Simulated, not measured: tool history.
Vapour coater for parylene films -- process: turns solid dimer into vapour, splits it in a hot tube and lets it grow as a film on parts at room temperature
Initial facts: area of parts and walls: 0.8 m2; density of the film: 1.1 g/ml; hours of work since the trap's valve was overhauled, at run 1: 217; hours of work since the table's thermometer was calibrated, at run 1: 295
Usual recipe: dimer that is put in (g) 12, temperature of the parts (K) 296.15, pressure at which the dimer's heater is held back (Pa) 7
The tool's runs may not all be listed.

| run | hour | dimer that is put in (g) | temperature of the parts (K) | pressure at which the dimer's heater is held back (Pa) | hours of work since the trap's valve was overhauled | hours of work since the table's thermometer was calibrated | thickness of the film (µm) |
|---|---|---|---|---|---|---|---|
| 1 | 0 | 12 | 296.15 | 7 | 217 | 295 | 6.71 |
| 2 | 19.4 | 12 | 296.15 | 7 | 232 | 311 | 6.62 |
| 3 | 36.5 | 12 | 296.15 | 7 | 246 | 325 | 6.6 |
| 4 | 51.2 | 12 | 296.15 | 7 | 259 | 337 | 6.53 |
| 5 | 82.5 | 12 | 296.15 | 7 | 284 | 362 | 6.5 |
| 6 | 102.6 | 12 | 306.15 | 7 | 301 | 379 | 4.94 |
| 7 | 123.5 | 12 | 296.15 | 4.51 | 318 | 396 | 6.9 |
| 8 | 156.6 | 12 | 296.15 | 4.51 | 345 | 423 | 6.86 |
| 9 | 185.6 | 12 | 296.15 | 7 | 369 | 447 | 6.42 |
| 10 | 203.5 | 12 | 296.15 | 7 | 383 | 462 | 6.21 |
| 11 | 224.7 | 12 | 296.15 | 3.13 | 401 | 479 | 7.15 |
| 12 | 257.9 | 12 | 296.15 | 3.13 | 428 | 506 | 6.92 |
| 13 | 273.3 | 12 | 296.15 | 3.13 | 440 | 519 | 7.04 |
| 14 | 288.1 | 12 | 296.15 | 7 | 453 | 531 | 6.22 |
|  | 299.1 | trap's valve overhauled |
| 15 | 311.1 | 12 | 296.15 | 7 | 10 | 546 | 5.81 |
| 16 | 330.8 | 20 | 303.15 | 4.11 | 26 | 562 | 8.55 |
| 17 | 361.6 | 20 | 301.15 | 2.25 | 51 | 588 | 9.81 |
| 18 | 394.6 | 18 | 289.15 | 2.25 | 78 | 615 | 11.8 |
| 19 | 420 | 18 | 289.15 | 2.25 | 99 | 636 | 11.88 |
| 20 | 438 | 18 | 303.15 | 5.61 | 114 | 650 | 7.04 |
| 21 | 466.1 | 14 | 301.15 | 5.61 | 137 | 673 | 5.75 |
| 22 | 485.4 | 20 | 296.15 | 4.66 | 153 | 689 | 9.56 |
|  | 508.8 | trap's valve overhauled, once more |
| 23 | 511.8 | 12 | 293.15 | 3.38 | 3 | 708 | 8.67 |
| 24 | 527.2 | 9 | 290.15 | 3.75 | 15 | 720 | 6.8 |
| 25 | 546.5 | 11 | 296.15 | 3.21 | 31 | 736 | 7.32 |
| 26 | 578.6 | 12 | 296.15 | 7 | 57 | 762 | 7.01 |
| 27 | 604.8 | 17 | 290.15 | 7 | 79 | 784 | 11.62 |
| 28 | 622.2 | 17 | 290.15 | 2.75 | 93 | 798 | 13.24 |
| 29 | 645.6 | 8 | 296.15 | 7 | 112 | 817 | 4.6 |
| 30 | 663.4 | 7 | 296.15 | 7 | 127 | 832 | 4.01 |

For some of the steps in thickness of the film (µm) from one run to the next: how much would appear even if the tool had no hidden state, given the settings, what came in and random variation, and how much remains for the hidden state plus any gauge scatter that the measured result and the result without hidden state don't share?
Hidden state present: vapour lost through the trap's worn valve, %; true temperature of the parts over the reading, C; drift of the gauge itself on film_um, %.
Run 19 -> 20: temperature of the parts (K) 289.15 -> 303.15, pressure at which the dimer's heater is held back (Pa) 2.25 -> 5.61. thickness of the film (µm) -4.84: hidden state +1.47, all else -6.31.
Run 21 -> 22: dimer that is put in (g) 14 -> 20, temperature of the parts (K) 301.15 -> 296.15, pressure at which the dimer's heater is held back (Pa) 5.61 -> 4.66. thickness of the film (µm) +3.81: hidden state -1.38, all else +5.19.
Run 22 -> 23: dimer that is put in (g) 20 -> 12, temperature of the parts (K) 296.15 -> 293.15, pressure at which the dimer's heater is held back (Pa) 4.66 -> 3.38, trap's valve overhauled, once more. thickness of the film (µm) -0.89: hidden state +3.2, all else -4.09.
Run 26 -> 27: dimer that is put in (g) 12 -> 17, temperature of the parts (K) 296.15 -> 290.15. thickness of the film (µm) +4.61: hidden state -0.26, all else +4.87.
Run 28 -> 29: dimer that is put in (g) 17 -> 8, temperature of the parts (K) 290.15 -> 296.15, pressure at which the dimer's heater is held back (Pa) 2.75 -> 7. thickness of the film (µm) -8.64: hidden state +0.39, all else -9.03.
